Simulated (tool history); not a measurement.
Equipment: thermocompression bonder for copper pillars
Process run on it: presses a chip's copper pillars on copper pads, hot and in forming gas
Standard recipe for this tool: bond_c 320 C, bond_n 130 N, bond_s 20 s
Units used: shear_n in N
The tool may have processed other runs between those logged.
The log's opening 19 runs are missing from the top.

run	hour	bond_c	bond_n	bond_s	shear_n
20	165.1	320	123	20	64.4
21	174.3	297	149	11	52.2
22	183.3	344	106	14	58.1
23	190.2	344	106	14	56.9
24	199.4	344	98	24	62.9
25	209.3	344	168	24	94.0
26	218.8	320	106	16	50.4
27	227.2	325	99	14	45.9
28	233.1	312	193	41	102.0
29	240.4	320	160	13	71.5
30	246.1	333	81	20	44.8
31	254.4	292	81	42	43.0
32	261.9	320	95	18	46.5
33	271.7	311	116	14	48.8
34	283.5	311	116	14	49.2
35	297.2	331	162	24	86.7

Below are 3 alternative next runs, each starting from the tool's condition after run 35. Predict each:
A	307.2	347	130	19	?
B	307.2	331	162	38	?
C	307.2	331	162	11	?

run	shear_n
A	77.1
B	96.7
C	71.7
Stripped of hidden state, with their random variation kept, the same runs would have yielded:
run	shear_n
A	83.2
B	103.5
C	77.6
